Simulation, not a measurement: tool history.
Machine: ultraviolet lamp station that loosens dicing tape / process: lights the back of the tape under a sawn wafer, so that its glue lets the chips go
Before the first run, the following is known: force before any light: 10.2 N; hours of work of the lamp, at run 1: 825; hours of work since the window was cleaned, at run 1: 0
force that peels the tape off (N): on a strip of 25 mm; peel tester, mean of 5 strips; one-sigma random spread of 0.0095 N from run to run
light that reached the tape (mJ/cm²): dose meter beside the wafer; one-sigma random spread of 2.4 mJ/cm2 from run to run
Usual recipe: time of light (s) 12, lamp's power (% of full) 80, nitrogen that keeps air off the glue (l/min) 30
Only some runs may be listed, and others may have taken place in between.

run	day	time of light (s)	lamp's power (% of full)	nitrogen that keeps air off the glue (l/min)	hours of work of the lamp	hours of work since the window was cleaned	force that peels the tape off (N)	light that reached the tape (mJ/cm²)
1	0.000	12	80	30	825	0	0.690	223
2	2.058	12	80	30	863	38	0.723	221
3	3.600	12	80	30	891	67	0.718	215
4	5.108	12	80	30	919	95	0.737	217
5	6.308	12	80	30	941	117	0.784	215
6	7.954	12	80	33	972	147	0.730	210
7	9.904	12	80	30	1008	183	0.814	208
8	11.383	12	80	30	1035	211	0.838	205
9	12.792	12	80	30	1061	237	0.835	209
10	14.396	12	80	30	1091	266	0.858	202
# day 14.742: lamp changed
11	16.767	12	74	30	37	310	0.541	250
12	18.488	7	74	30	69	341	1.655	144
13	19.754	7	74	30	93	365	1.684	142
14	21.275	7	74	30	121	393	1.727	141
15	23.588	7	74	30	164	436	1.738	138
16	25.096	7	74	30	192	464	1.724	136
17	26.550	7	74	30	219	491	1.755	136
18	28.358	12	80	30	252	524	0.542	250
19	29.971	12	80	50	282	554	0.402	247
20	31.975	12	80	50	319	591	0.403	241
# day 32.729: window cleaned of glue's vapour
21	33.117	19	80	30	340	7	0.221	405
22	34.383	19	80	30	363	31	0.213	399
23	35.417	11	80	24	382	50	0.701	233
24	37.208	15	70	30	415	83	0.446	271
25	39.238	9	61	37	453	121	1.584	139
26	40.750	10	74	22	481	148	1.242	186
27	42.450	12	75	33	512	180	0.611	224
28	44.621	12	72	18	553	220	1.110	209
29	46.262	11	80	12	583	251	1.366	213
30	47.867	9	69	22	613	280	1.812	148
31	50.329	13	68	30	658	326	0.780	212
32	52.112	7	76	30	691	359	2.150	128
33	54.533	8	77	20	736	404	2.144	142
34	56.508	8	67	11	773	440	3.239	121
35	58.717	8	67	11	814	481	3.487	118
36	60.717	8	67	11	851	518	3.479	115
37	63.042	8	67	11	894	561	3.668	116
# day 65.492: window cleaned of glue's vapour
38	65.558	8	67	11	940	1	3.369	121
39	67.696	8	87	40	979	41	1.328	146
40	68.992	8	87	40	1003	65	1.342	149
41	70.308	8	87	40	1028	89	1.334	152
42	71.521	10	64	40	1050	112	1.562	137
43	73.475	9	81	46	1086	148	1.178	153

For each run, the measured value with the value that run would have given without the tool's hidden condition subtracted. The run-to-run variation is shared by both, the gauge scatter possibly not:
Unlogged tool condition in this case: lamp's light, % of a new lamp's; light that the window lets through, % of a clean one's; drift of the gauge itself on peel_n, %; drift of the gauge itself on dose_mj_cm2, %.
run	force that peels the tape off (N)	light that reached the tape (mJ/cm²)
1	+0.284	-59
2	+0.313	-62
3	+0.321	-64
4	+0.337	-66
5	+0.365	-69
6	+0.350	-72
7	+0.407	-74
8	+0.421	-76
9	+0.434	-79
10	+0.458	-81
11	+0.053	-11
12	+0.152	-8
13	+0.174	-9
14	+0.205	-10
15	+0.245	-12
16	+0.265	-14
17	+0.291	-15
18	+0.125	-30
19	+0.094	-33
20	+0.104	-37
21	+0.021	-41
22	+0.022	-45
23	+0.159	-27
24	+0.106	-36
25	+0.360	-20
26	+0.327	-30
27	+0.191	-38
28	+0.342	-41
29	+0.418	-44
30	+0.533	-33
31	+0.300	-50
32	+0.682	-32
33	+0.729	-40
34	+0.885	-36
35	+1.000	-38
36	+1.037	-39
37	+1.133	-42
38	+0.969	-38
39	+0.610	-52
40	+0.633	-54
41	+0.637	-55
42	+0.740	-52
43	+0.612	-61
